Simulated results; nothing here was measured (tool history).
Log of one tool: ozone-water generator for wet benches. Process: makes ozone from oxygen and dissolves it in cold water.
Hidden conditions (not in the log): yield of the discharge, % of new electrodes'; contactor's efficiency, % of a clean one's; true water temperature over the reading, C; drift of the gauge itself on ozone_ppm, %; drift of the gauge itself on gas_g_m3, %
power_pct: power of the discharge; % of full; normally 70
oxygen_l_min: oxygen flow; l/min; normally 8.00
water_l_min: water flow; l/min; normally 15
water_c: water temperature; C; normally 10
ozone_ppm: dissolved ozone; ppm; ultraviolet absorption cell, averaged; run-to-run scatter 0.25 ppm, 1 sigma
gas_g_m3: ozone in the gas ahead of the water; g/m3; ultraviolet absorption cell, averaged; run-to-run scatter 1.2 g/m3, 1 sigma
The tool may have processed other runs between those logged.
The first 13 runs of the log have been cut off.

| run | hour | power_pct | oxygen_l_min | water_l_min | water_c | hours of work since the electrodes were changed | hours of work since the contactor was cleaned | hours of work since the thermometer was calibrated | ozone_ppm | gas_g_m3 |
|---|---|---|---|---|---|---|---|---|---|---|
|  | 369.0 | water thermometer calibrated |
| 14 | 387.5 | 70 | 8.00 | 12 | 10 | 1636 | 1636 | 17 | 41.0 | 203.3 |
| 15 | 413.3 | 70 | 8.00 | 12 | 10 | 1660 | 1660 | 42 | 41.1 | 203.6 |
| 16 | 433.1 | 70 | 8.00 | 12 | 10 | 1678 | 1678 | 60 | 41.4 | 204.5 |
| 17 | 459.3 | 90 | 8.00 | 15 | 10 | 1703 | 1703 | 85 | 44.3 | 251.3 |
|  | 468.8 | water thermometer calibrated, once more |
| 18 | 497.4 | 70 | 13.48 | 17 | 16 | 1738 | 1738 | 27 | 25.0 | 143.6 |
| 19 | 518.8 | 100 | 10.69 | 15 | 10 | 1758 | 1758 | 47 | 45.3 | 223.5 |
| 20 | 550.6 | 77 | 8.69 | 16 | 9 | 1788 | 1788 | 77 | 37.5 | 210.2 |
| 21 | 569.9 | 96 | 8.69 | 16 | 8 | 1806 | 1806 | 95 | 46.1 | 249.4 |
| 22 | 590.6 | 46 | 8.69 | 16 | 7 | 1826 | 1826 | 114 | 24.7 | 134.9 |
| 23 | 620.6 | 46 | 8.69 | 16 | 7 | 1854 | 1854 | 142 | 24.6 | 134.6 |
| 24 | 641.2 | 71 | 4.65 | 23 | 11 | 1873 | 1873 | 162 | 27.1 | 298.6 |
| 25 | 670.7 | 84 | 8.00 | 14 | 8 | 1901 | 1901 | 189 | 45.8 | 233.5 |
| 26 | 709.1 | 84 | 8.00 | 13 | 9 | 1937 | 1937 | 225 | 46.5 | 237.0 |
| 27 | 726.1 | 64 | 8.00 | 15 | 5 | 1953 | 1953 | 241 | 36.0 | 186.9 |
| 28 | 750.3 | 70 | 10.11 | 12 | 10 | 1975 | 1975 | 264 | 37.8 | 171.6 |
| 29 | 779.1 | 51 | 5.42 | 17 | 8 | 2002 | 2002 | 291 | 27.4 | 201.5 |
| 30 | 807.0 | 51 | 5.42 | 17 | 8 | 2029 | 2029 | 317 | 27.2 | 201.5 |
| 31 | 831.2 | 96 | 7.42 | 15 | 10 | 2051 | 2051 | 340 | 47.7 | 274.3 |
| 32 | 848.0 | 96 | 7.42 | 15 | 10 | 2067 | 2067 | 356 | 47.1 | 275.0 |
| 33 | 865.0 | 45 | 7.04 | 19 | 10 | 2083 | 2083 | 372 | 21.3 | 152.7 |

Here are 3 independent what-if runs from the current tool condition. What would each one return?
| A | 900.5 | 73 | 7.04 | 10 | 10 | 2116 | 2116 | 405 | ? | ? |
| B | 900.5 | 83 | 7.04 | 11 | 9 | 2116 | 2116 | 405 | ? | ? |
| C | 900.5 | 64 | 8.00 | 9 | 10 | 2116 | 2116 | 405 | ? | ? |

| run | ozone_ppm | gas_g_m3 |
|---|---|---|
| A | 49.8 | 226.6 |
| B | 52.6 | 254.9 |
| C | 45.0 | 186.5 |
With no hidden state in the tool, these same runs would have given:
| run | ozone_ppm | gas_g_m3 |
|---|---|---|
| A | 53.2 | 239.7 |
| B | 56.5 | 271.2 |
| C | 47.7 | 196.0 |
